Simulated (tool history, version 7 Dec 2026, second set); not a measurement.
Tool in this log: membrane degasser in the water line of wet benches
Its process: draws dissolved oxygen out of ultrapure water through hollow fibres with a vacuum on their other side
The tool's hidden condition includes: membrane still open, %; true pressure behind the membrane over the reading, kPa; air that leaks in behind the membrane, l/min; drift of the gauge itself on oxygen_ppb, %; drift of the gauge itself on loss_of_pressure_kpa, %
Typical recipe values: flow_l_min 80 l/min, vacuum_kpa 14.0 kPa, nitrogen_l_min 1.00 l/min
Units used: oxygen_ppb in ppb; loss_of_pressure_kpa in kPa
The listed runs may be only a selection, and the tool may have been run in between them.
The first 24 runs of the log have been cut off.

| run | day | flow_l_min | vacuum_kpa | nitrogen_l_min | hours since the membrane was changed | hours since the vacuum gauge was calibrated | hours since the vacuum lines were made tight | oxygen_ppb | loss_of_pressure_kpa |
|---|---|---|---|---|---|---|---|---|---|
| 25 | 65.104 | 80 | 10.7 | 0.54 | 4887 | 267 | 4201 | 1331.1 | 49.51 |
| 26 | 66.688 | 80 | 10.7 | 0.54 | 4926 | 306 | 4239 | 1327.8 | 49.92 |
| 27 | 69.512 | 80 | 30.8 | 2.36 | 4993 | 373 | 4307 | 1648.6 | 49.75 |
| 28 | 72.450 | 80 | 9.6 | 1.05 | 5064 | 444 | 4378 | 805.7 | 49.44 |
| 29 | 74.454 | 80 | 9.6 | 1.05 | 5112 | 492 | 4426 | 806.6 | 49.93 |
| 30 | 77.375 | 71 | 9.6 | 1.05 | 5182 | 562 | 4496 | 739.8 | 44.48 |
| 31 | 80.571 | 80 | 19.4 | 1.36 | 5259 | 639 | 4573 | 1540.4 | 49.98 |
| 32 | 82.946 | 86 | 8.9 | 1.71 | 5316 | 696 | 4630 | 571.0 | 53.91 |

Forecast each of these 4 alternatives for the next run:
| A | 86.058 | 80 | 12.5 | 2.94 | 5390 | 770 | 4704 | ? | ? |
| B | 86.058 | 83 | 28.8 | 1.00 | 5390 | 770 | 4704 | ? | ? |
| C | 86.058 | 114 | 12.6 | 2.87 | 5390 | 770 | 4704 | ? | ? |
| D | 86.058 | 53 | 21.8 | 2.13 | 5390 | 770 | 4704 | ? | ? |

| run | oxygen_ppb | loss_of_pressure_kpa |
|---|---|---|
| A | 556.8 | 49.99 |
| B | 2696.2 | 51.85 |
| C | 795.6 | 71.31 |
| D | 923.4 | 33.31 |
What these runs would have given with no unlogged condition in the tool:
| run | oxygen_ppb | loss_of_pressure_kpa |
|---|---|---|
| A | 541.9 | 47.05 |
| B | 2692.3 | 48.81 |
| C | 770.9 | 67.12 |
| D | 912.2 | 31.36 |

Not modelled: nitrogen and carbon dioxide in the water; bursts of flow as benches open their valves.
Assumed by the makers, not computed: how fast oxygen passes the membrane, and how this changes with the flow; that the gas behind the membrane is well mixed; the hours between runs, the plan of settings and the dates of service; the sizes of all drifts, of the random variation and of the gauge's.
